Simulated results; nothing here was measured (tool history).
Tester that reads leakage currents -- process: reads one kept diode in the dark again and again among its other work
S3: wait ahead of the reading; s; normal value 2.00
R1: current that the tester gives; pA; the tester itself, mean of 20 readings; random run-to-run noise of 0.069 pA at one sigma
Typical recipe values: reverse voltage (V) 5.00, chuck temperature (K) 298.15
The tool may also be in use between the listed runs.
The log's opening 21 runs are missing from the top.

{"run": 22, "hour": 798.4, "reverse voltage (V)": 4.98, "chuck temperature (K)": 321.15, "S3": 1.35, "R1": 75.18}
{"run": 23, "hour": 830.4, "reverse voltage (V)": 4.98, "chuck temperature (K)": 294.15, "S3": 1.35, "R1": 13.72}
{"run": 24, "hour": 870.8, "reverse voltage (V)": 4.98, "chuck temperature (K)": 294.15, "S3": 1.35, "R1": 13.84}
{"run": 25, "hour": 919.8, "reverse voltage (V)": 1.88, "chuck temperature (K)": 307.15, "S3": 1.35, "R1": 18.51}
{"run": 26, "hour": 970.9, "reverse voltage (V)": 1.88, "chuck temperature (K)": 307.15, "S3": 1.35, "R1": 18.39}
{"run": 27, "hour": 1014.6, "reverse voltage (V)": 2.27, "chuck temperature (K)": 307.15, "S3": 1.35, "R1": 20.32}
{"run": 28, "hour": 1043.5, "reverse voltage (V)": 2.27, "chuck temperature (K)": 307.15, "S3": 5.74, "R1": 20.0}
{"run": 29, "hour": 1069.1, "reverse voltage (V)": 2.27, "chuck temperature (K)": 307.15, "S3": 5.74, "R1": 19.97}
{"run": 30, "hour": 1110.0, "reverse voltage (V)": 2.27, "chuck temperature (K)": 307.15, "S3": 5.74, "R1": 19.73}
{"run": 31, "hour": 1142.8, "reverse voltage (V)": 2.27, "chuck temperature (K)": 310.15, "S3": 8.0, "R1": 24.32}
{"run": 32, "hour": 1188.8, "reverse voltage (V)": 5.0, "chuck temperature (K)": 328.15, "S3": 7.34, "R1": 115.85}
{"run": 33, "hour": 1213.9, "reverse voltage (V)": 8.0, "chuck temperature (K)": 316.15, "S3": 5.68, "R1": 70.73}
{"run": 34, "hour": 1237.7, "reverse voltage (V)": 1.89, "chuck temperature (K)": 306.15, "S3": 2.0, "R1": 17.38}
{"run": 35, "hour": 1275.6, "reverse voltage (V)": 1.89, "chuck temperature (K)": 306.15, "S3": 2.0, "R1": 17.35}
{"run": 36, "hour": 1313.5, "reverse voltage (V)": 8.68, "chuck temperature (K)": 315.15, "S3": 2.0, "R1": 70.53}
{"run": 37, "hour": 1358.1, "reverse voltage (V)": 1.33, "chuck temperature (K)": 315.15, "S3": 1.03, "R1": 26.14}
{"run": 38, "hour": 1411.1, "reverse voltage (V)": 4.91, "chuck temperature (K)": 308.15, "S3": 6.9, "R1": 33.14}
{"run": 39, "hour": 1447.3, "reverse voltage (V)": 4.91, "chuck temperature (K)": 308.15, "S3": 6.9, "R1": 33.16}

5 options for the next run, each taken on its own from the tool as it stands now. Forecast them:
{"run": "A", "hour": 1474.9, "reverse voltage (V)": 4.44, "chuck temperature (K)": 315.15, "S3": 0.73, "R1": "?"}
{"run": "B", "hour": 1474.9, "reverse voltage (V)": 4.41, "chuck temperature (K)": 308.15, "S3": 0.53, "R1": "?"}
{"run": "C", "hour": 1474.9, "reverse voltage (V)": 1.74, "chuck temperature (K)": 312.15, "S3": 2.01, "R1": "?"}
{"run": "D", "hour": 1474.9, "reverse voltage (V)": 4.91, "chuck temperature (K)": 325.15, "S3": 1.9, "R1": "?"}
{"run": "E", "hour": 1474.9, "reverse voltage (V)": 1.22, "chuck temperature (K)": 307.15, "S3": 6.9, "R1": "?"}

run=A R1=50.60
run=B R1=33.78
run=C R1=24.52
run=D R1=96.14
run=E R1=14.49
Stripped of hidden state, with their random variation kept, the same runs would have yielded:
run=A R1=50.19
run=B R1=32.06
run=C R1=24.85
run=D R1=98.64
run=E R1=14.55
